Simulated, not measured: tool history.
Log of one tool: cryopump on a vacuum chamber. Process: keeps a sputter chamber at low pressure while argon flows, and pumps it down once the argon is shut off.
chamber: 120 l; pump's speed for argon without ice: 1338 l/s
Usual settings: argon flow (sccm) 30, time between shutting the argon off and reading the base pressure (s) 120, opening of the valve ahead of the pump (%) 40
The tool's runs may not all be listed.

run	hour	argon flow (sccm)	time between shutting the argon off and reading the base pressure (s)	opening of the valve ahead of the pump (%)	pressure while argon flows (Pa)	pressure after the wait (uPa)
1	0	30	120	40	0.1001	1.48
2	16.9	30	120	40	0.1	1.5
3	45.5	30	120	40	0.1018	1.52
4	74.1	30	120	40	0.1005	1.54
5	98.3	30	120	20	0.198	1.58
6	122.6	30	120	20	0.1971	1.57
7	144.4	30	120	40	0.1021	1.57
8	170.4	30	120	40	0.1025	1.56
9	196.3	30	120	40	0.1021	1.62
10	225.1	14	30	27	0.0686	2.84
11	250.9	14	30	27	0.0695	2.88
12	269.2	30	55	28	0.1448	2.18
13	291.4	49	55	28	0.2367	2.17
14	314.4	49	79	37	0.1825	1.91
15	327.1	30	120	46	0.0916	1.71
16	342.4	30	120	46	0.0918	1.67
17	356.5	34	120	46	0.106	1.76
18	377.5	26	197	40	0.0919	1.66

Forecast each of these 3 alternatives for the next run:
A	404.9	26	91	25	?	?
B	404.9	20	197	40	?	?
C	404.9	43	81	22	?	?

run	pressure while argon flows (Pa)	pressure after the wait (uPa)
A	0.1403	1.91
B	0.0711	1.65
C	0.2642	1.97
Without the tool's hidden state the same runs would have given:
run	pressure while argon flows (Pa)	pressure after the wait (uPa)
A	0.1304	0.75
B	0.0635	0.48
C	0.2477	0.82

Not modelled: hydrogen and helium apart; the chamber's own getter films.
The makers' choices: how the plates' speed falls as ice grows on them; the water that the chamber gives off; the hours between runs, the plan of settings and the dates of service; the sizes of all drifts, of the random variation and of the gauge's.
